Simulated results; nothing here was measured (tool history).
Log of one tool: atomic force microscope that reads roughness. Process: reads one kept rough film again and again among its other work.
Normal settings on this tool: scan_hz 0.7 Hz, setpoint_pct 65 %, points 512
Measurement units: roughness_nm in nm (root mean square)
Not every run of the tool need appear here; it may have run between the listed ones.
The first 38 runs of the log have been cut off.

run,day,scan_hz,setpoint_pct,points,roughness_nm
39,47.879,0.753,66,947,2.831
40,48.658,0.753,66,947,2.829
41,50.321,0.753,66,947,2.824
# day 51.679: new tip fitted
42,51.796,0.753,65,412,2.805
43,53.446,0.716,64,512,2.845
44,55.15,3.727,64,871,2.58
45,56.05,3.727,64,871,2.598
46,57.679,0.7,88,512,2.643
# day 57.796: new tip fitted
47,58.5,0.7,88,512,2.659
48,59.671,0.711,70,337,2.771
49,60.946,0.878,65,512,2.813
50,62.721,0.878,65,512,2.787
51,63.658,0.878,65,512,2.787
# day 63.896: new tip fitted
52,65.433,2.391,59,983,2.764
53,67.162,2.391,59,983,2.739

4 ways to go on from here, each from the tool as it stands after run 53. What would each give?
A,68.071,0.594,59,890,?
B,68.071,1.791,65,512,?
C,68.071,1.384,70,983,?
D,68.071,3.489,71,725,?

run,roughness_nm
A,2.879
B,2.701
C,2.75
D,2.454
With no hidden state in the tool, these same runs would have given:
run,roughness_nm
A,2.89
B,2.71
C,2.759
D,2.462

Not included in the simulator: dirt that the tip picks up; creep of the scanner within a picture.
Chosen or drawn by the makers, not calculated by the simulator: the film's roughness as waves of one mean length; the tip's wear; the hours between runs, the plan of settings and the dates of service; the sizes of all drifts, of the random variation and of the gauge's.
